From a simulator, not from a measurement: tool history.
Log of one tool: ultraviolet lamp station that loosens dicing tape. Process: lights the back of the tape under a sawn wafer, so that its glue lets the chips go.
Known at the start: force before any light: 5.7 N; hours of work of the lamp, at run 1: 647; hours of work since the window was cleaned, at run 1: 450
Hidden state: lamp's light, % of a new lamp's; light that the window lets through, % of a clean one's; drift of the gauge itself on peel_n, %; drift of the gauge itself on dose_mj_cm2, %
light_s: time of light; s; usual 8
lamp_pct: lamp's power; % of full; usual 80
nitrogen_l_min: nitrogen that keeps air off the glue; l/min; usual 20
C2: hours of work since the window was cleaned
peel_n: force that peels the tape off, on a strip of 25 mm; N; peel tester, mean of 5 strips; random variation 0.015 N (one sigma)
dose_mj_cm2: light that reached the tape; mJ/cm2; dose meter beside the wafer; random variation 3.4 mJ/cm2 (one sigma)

{"run": 1, "hour": 0.0, "light_s": 8, "lamp_pct": 80, "nitrogen_l_min": 20, "hours of work of the lamp": 647, "C2": 450, "peel_n": 1.218, "dose_mj_cm2": 382}
{"run": 2, "hour": 30.4, "light_s": 8, "lamp_pct": 80, "nitrogen_l_min": 20, "hours of work of the lamp": 663, "C2": 467, "peel_n": 1.185, "dose_mj_cm2": 381}
{"run": 3, "hour": 82.7, "light_s": 8, "lamp_pct": 85, "nitrogen_l_min": 20, "hours of work of the lamp": 691, "C2": 495, "peel_n": 1.14, "dose_mj_cm2": 393}
{"run": 4, "hour": 120.3, "light_s": 8, "lamp_pct": 85, "nitrogen_l_min": 20, "hours of work of the lamp": 712, "C2": 515, "peel_n": 1.158, "dose_mj_cm2": 390}
{"run": 5, "hour": 176.1, "light_s": 8, "lamp_pct": 85, "nitrogen_l_min": 20, "hours of work of the lamp": 742, "C2": 545, "peel_n": 1.203, "dose_mj_cm2": 382}
{"run": 6, "hour": 210.8, "light_s": 8, "lamp_pct": 85, "nitrogen_l_min": 20, "hours of work of the lamp": 761, "C2": 564, "peel_n": 1.211, "dose_mj_cm2": 379}
{"run": 7, "hour": 268.7, "light_s": 8, "lamp_pct": 94, "nitrogen_l_min": 20, "hours of work of the lamp": 792, "C2": 595, "peel_n": 1.087, "dose_mj_cm2": 409}
{"run": 8, "hour": 326.0, "light_s": 8, "lamp_pct": 94, "nitrogen_l_min": 20, "hours of work of the lamp": 823, "C2": 626, "peel_n": 1.166, "dose_mj_cm2": 392}
{"hour": 331.5, "done": "window cleaned of glue's vapour"}
{"run": 9, "hour": 368.6, "light_s": 8, "lamp_pct": 94, "nitrogen_l_min": 20, "hours of work of the lamp": 845, "C2": 20, "peel_n": 0.926, "dose_mj_cm2": 457}
{"run": 10, "hour": 429.1, "light_s": 8, "lamp_pct": 94, "nitrogen_l_min": 20, "hours of work of the lamp": 878, "C2": 53, "peel_n": 0.959, "dose_mj_cm2": 445}
{"run": 11, "hour": 486.4, "light_s": 8, "lamp_pct": 94, "nitrogen_l_min": 20, "hours of work of the lamp": 909, "C2": 84, "peel_n": 1.034, "dose_mj_cm2": 430}
{"run": 12, "hour": 524.8, "light_s": 8, "lamp_pct": 94, "nitrogen_l_min": 20, "hours of work of the lamp": 930, "C2": 104, "peel_n": 1.041, "dose_mj_cm2": 427}
{"run": 13, "hour": 554.6, "light_s": 8, "lamp_pct": 94, "nitrogen_l_min": 20, "hours of work of the lamp": 946, "C2": 120, "peel_n": 1.057, "dose_mj_cm2": 419}
{"run": 14, "hour": 591.6, "light_s": 14, "lamp_pct": 78, "nitrogen_l_min": 20, "hours of work of the lamp": 966, "C2": 140, "peel_n": 0.585, "dose_mj_cm2": 604}
{"run": 15, "hour": 640.4, "light_s": 14, "lamp_pct": 78, "nitrogen_l_min": 20, "hours of work of the lamp": 992, "C2": 167, "peel_n": 0.6, "dose_mj_cm2": 589}
{"run": 16, "hour": 686.8, "light_s": 8, "lamp_pct": 67, "nitrogen_l_min": 6, "hours of work of the lamp": 1017, "C2": 192, "peel_n": 2.612, "dose_mj_cm2": 288}
{"run": 17, "hour": 732.8, "light_s": 8, "lamp_pct": 67, "nitrogen_l_min": 6, "hours of work of the lamp": 1042, "C2": 216, "peel_n": 2.636, "dose_mj_cm2": 278}
{"hour": 771.3, "done": "lamp changed"}
{"run": 18, "hour": 777.1, "light_s": 8, "lamp_pct": 67, "nitrogen_l_min": 16, "hours of work of the lamp": 3, "C2": 240, "peel_n": 1.133, "dose_mj_cm2": 428}
{"run": 19, "hour": 833.8, "light_s": 15, "lamp_pct": 80, "nitrogen_l_min": 37, "hours of work of the lamp": 34, "C2": 270, "peel_n": 0.263, "dose_mj_cm2": 931}
{"run": 20, "hour": 895.3, "light_s": 8, "lamp_pct": 80, "nitrogen_l_min": 13, "hours of work of the lamp": 67, "C2": 303, "peel_n": 1.074, "dose_mj_cm2": 483}
{"run": 21, "hour": 940.7, "light_s": 8, "lamp_pct": 69, "nitrogen_l_min": 10, "hours of work of the lamp": 91, "C2": 328, "peel_n": 1.568, "dose_mj_cm2": 415}
{"run": 22, "hour": 966.5, "light_s": 6, "lamp_pct": 84, "nitrogen_l_min": 38, "hours of work of the lamp": 105, "C2": 342, "peel_n": 0.882, "dose_mj_cm2": 373}
{"run": 23, "hour": 997.6, "light_s": 4, "lamp_pct": 70, "nitrogen_l_min": 7, "hours of work of the lamp": 122, "C2": 359, "peel_n": 3.184, "dose_mj_cm2": 208}
{"run": 24, "hour": 1032.5, "light_s": 12, "lamp_pct": 63, "nitrogen_l_min": 7, "hours of work of the lamp": 141, "C2": 377, "peel_n": 1.232, "dose_mj_cm2": 551}
{"run": 25, "hour": 1071.9, "light_s": 12, "lamp_pct": 63, "nitrogen_l_min": 7, "hours of work of the lamp": 162, "C2": 399, "peel_n": 1.26, "dose_mj_cm2": 542}

Forecast each of these 5 alternatives for the next run:
{"run": "A", "hour": 1108.3, "light_s": 14, "lamp_pct": 68, "nitrogen_l_min": 22, "hours of work of the lamp": 182, "C2": 418, "peel_n": "?", "dose_mj_cm2": "?"}
{"run": "B", "hour": 1108.3, "light_s": 9, "lamp_pct": 79, "nitrogen_l_min": 29, "hours of work of the lamp": 182, "C2": 418, "peel_n": "?", "dose_mj_cm2": "?"}
{"run": "C", "hour": 1108.3, "light_s": 15, "lamp_pct": 80, "nitrogen_l_min": 20, "hours of work of the lamp": 182, "C2": 418, "peel_n": "?", "dose_mj_cm2": "?"}
{"run": "D", "hour": 1108.3, "light_s": 12, "lamp_pct": 96, "nitrogen_l_min": 12, "hours of work of the lamp": 182, "C2": 418, "peel_n": "?", "dose_mj_cm2": "?"}
{"run": "E", "hour": 1108.3, "light_s": 5, "lamp_pct": 88, "nitrogen_l_min": 6, "hours of work of the lamp": 182, "C2": 418, "peel_n": "?", "dose_mj_cm2": "?"}

run=A peel_n=0.469 dose_mj_cm2=671
run=B peel_n=0.654 dose_mj_cm2=505
run=C peel_n=0.351 dose_mj_cm2=853
run=D peel_n=0.5 dose_mj_cm2=817
run=E peel_n=2.338 dose_mj_cm2=313
Without the tool's hidden state the same runs would have given:
run=A peel_n=0.365 dose_mj_cm2=799
run=B peel_n=0.49 dose_mj_cm2=602
run=C peel_n=0.292 dose_mj_cm2=1015
run=D peel_n=0.386 dose_mj_cm2=973
run=E peel_n=2.001 dose_mj_cm2=373
